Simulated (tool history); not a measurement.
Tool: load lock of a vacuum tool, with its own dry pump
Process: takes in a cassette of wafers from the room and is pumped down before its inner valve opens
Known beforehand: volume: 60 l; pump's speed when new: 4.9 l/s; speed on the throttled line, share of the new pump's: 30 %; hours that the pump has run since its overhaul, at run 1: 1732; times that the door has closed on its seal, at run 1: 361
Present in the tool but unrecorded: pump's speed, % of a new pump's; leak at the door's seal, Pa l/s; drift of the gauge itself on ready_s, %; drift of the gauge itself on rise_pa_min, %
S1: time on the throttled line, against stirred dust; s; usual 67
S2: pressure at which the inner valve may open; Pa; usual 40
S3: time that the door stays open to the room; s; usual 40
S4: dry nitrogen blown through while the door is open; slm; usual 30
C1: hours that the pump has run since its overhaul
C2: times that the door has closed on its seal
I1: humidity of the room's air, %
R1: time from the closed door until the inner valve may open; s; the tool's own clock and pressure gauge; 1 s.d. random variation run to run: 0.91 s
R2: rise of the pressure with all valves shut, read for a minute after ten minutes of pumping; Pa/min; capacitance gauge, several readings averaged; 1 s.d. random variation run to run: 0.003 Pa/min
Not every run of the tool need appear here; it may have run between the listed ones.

run,hour,S1,S2,S3,S4,C1,C2,I1,R1,R2
1,0.0,67,40,40,30,1732,361,43.0,145.2,0.019
2,356.6,67,40,40,30,2088,1564,45.6,144.8,0.019
3,740.4,67,40,40,30,2472,2859,47.9,145.8,0.016
4,1150.1,67,40,40,30,2882,4242,46.1,146.2,0.020
5,1579.5,67,40,40,30,3311,5691,47.2,147.3,0.028
6,2001.6,67,40,40,30,3733,7115,45.0,147.5,0.032
7,2448.7,67,40,40,30,4180,8624,44.2,146.8,0.040
8,2672.1,67,40,40,30,4404,9378,48.0,148.7,0.043
9,2948.5,67,40,47,30,4680,10310,48.4,148.2,0.049
10,3340.3,67,33,47,30,5072,11632,45.4,150.6,0.055
11,3570.5,67,33,47,30,5302,12409,45.0,150.7,0.051
12,3770.1,67,33,47,30,5502,13083,45.0,152.5,0.057
13,4171.8,67,33,47,30,5903,14438,44.9,151.8,0.065
14,4488.7,67,33,47,30,6220,15507,44.0,152.5,0.075
15,4834.6,67,33,47,30,6566,16675,48.4,154.1,0.079
16,5224.6,67,33,47,30,6956,17991,44.3,155.8,0.089
17,5482.2,67,33,47,30,7214,18860,49.0,153.8,0.089
18,5862.8,67,33,47,30,7594,20144,43.8,154.2,0.098
19,6214.5,50,33,47,10,7946,21331,45.9,142.7,0.121
20,6494.9,50,31,120,15,8226,22277,46.0,144.8,0.133
21,6831.9,50,31,120,15,8563,23414,42.0,146.5,0.146
22,7055.5,36,40,40,15,8787,24169,41.9,132.8,0.124
23,7310.2,36,59,123,10,9042,25028,44.9,127.9,0.172

Run 24 is up next; what results do you expect?
24,7599.1,67,76,40,16,9331,26003,43.7,?,?

For run 24 the tool returned R1 145.5 s, R2 0.147 Pa/min.
On a tool with no hidden condition, and with the same random variation, this run would have come out at R1 135.1 s, R2 0.022 Pa/min.

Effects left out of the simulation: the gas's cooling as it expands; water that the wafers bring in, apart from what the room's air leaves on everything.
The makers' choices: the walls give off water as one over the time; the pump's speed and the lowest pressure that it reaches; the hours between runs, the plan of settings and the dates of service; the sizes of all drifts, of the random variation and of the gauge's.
